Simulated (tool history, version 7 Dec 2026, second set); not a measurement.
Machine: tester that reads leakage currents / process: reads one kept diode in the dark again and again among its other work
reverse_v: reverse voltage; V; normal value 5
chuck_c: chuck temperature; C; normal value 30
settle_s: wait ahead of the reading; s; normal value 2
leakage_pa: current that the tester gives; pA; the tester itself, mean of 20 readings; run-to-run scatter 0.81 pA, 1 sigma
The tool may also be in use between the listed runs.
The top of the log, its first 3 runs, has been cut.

run    hour  reverse_v  chuck_c  settle_s  leakage_pa
  4   227.7          5       30         2      295.39
  5   299.3          5       30      1.04       296.6
  6   378.8          5       30      1.04      297.42
  7   473.1          5       30      1.04      299.61
      483.4  -- probe card cleaned and baked
  8   594.6          5       30      1.04      292.88
  9   736.9          5       30      1.04      294.67
 10   876.8          5       30      1.04       297.6
 11   945.4          5       30      1.04      298.41
 12  1020.7          5       30      1.04      300.65
       1043  -- chuck's temperature calibrated
 13  1087.4          5       30      1.04      274.93
 14  1163.5          5       30      0.79      277.35
 15  1246.3      12.95       30         2       466.8
 16  1378.6          5       40         2      679.31
 17  1470.9       12.9       30         2      467.71
 18  1571.5       12.9       30         2      472.68
 19  1674.5       12.9       30         2      479.41
 20  1777.2       12.9       30         2       481.6

The next listed run, before its measurement:
 21  1909.6       3.71       24      7.03           ?

Run 21 came out at leakage_pa 143.05 pA.
Had the tool carried no hidden state, the very same run would have given leakage_pa 130.97 pA.

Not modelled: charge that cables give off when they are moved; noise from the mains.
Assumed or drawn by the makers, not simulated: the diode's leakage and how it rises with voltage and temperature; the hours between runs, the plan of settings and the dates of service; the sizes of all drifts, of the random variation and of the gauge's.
